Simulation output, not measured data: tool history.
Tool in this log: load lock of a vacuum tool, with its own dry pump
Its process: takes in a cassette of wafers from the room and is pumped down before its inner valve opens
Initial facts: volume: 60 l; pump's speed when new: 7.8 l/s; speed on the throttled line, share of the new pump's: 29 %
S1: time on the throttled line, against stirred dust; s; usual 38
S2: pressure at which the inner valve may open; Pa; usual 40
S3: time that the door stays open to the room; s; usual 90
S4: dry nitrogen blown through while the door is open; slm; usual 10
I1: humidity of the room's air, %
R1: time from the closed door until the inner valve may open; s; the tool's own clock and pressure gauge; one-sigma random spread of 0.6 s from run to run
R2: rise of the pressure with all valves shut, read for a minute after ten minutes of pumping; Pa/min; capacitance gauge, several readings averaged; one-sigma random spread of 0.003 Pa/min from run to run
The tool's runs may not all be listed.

run	day	S1	S2	S3	S4	I1	R1	R2
1	0.000	38	40	90	10	47.1	100.1	0.058
2	4.338	38	40	90	10	47.2	101.9	0.057
3	7.400	38	40	90	10	41.8	100.5	0.054
4	13.812	38	40	90	10	43.5	101.9	0.056
5	20.696	38	40	90	10	45.4	103.0	0.054
6	26.667	38	40	90	10	46.2	103.0	0.062
7	30.075	38	40	90	10	42.1	101.7	0.055
8	35.883	38	44	105	25	43.7	100.9	0.046
9	40.804	38	34	40	25	41.1	102.6	0.031
10	44.950	61	40	48	10	47.9	116.7	0.046
11	48.238	38	42	228	10	48.2	102.3	0.116
12	53.779	38	42	228	31	42.9	102.3	0.073
13	57.858	53	42	228	31	49.8	112.1	0.077
14	63.475	41	30	90	10	42.9	107.5	0.060

What if the next run were any one of these 4? Each begins from the tool's condition after run 14:
A	70.375	50	30	169	36	47.5	?	?
B	70.375	41	40	90	10	43.0	?	?
C	70.375	41	30	183	39	43.9	?	?
D	70.375	44	29	130	10	45.2	?	?

run	R1	R2
A	112.2	0.063
B	103.0	0.063
C	107.4	0.058
D	110.2	0.075
With the hidden condition removed and each run's random variation left untouched, the same runs would have given:
run	R1	R2
A	96.8	0.047
B	87.6	0.048
C	91.1	0.043
D	94.1	0.060

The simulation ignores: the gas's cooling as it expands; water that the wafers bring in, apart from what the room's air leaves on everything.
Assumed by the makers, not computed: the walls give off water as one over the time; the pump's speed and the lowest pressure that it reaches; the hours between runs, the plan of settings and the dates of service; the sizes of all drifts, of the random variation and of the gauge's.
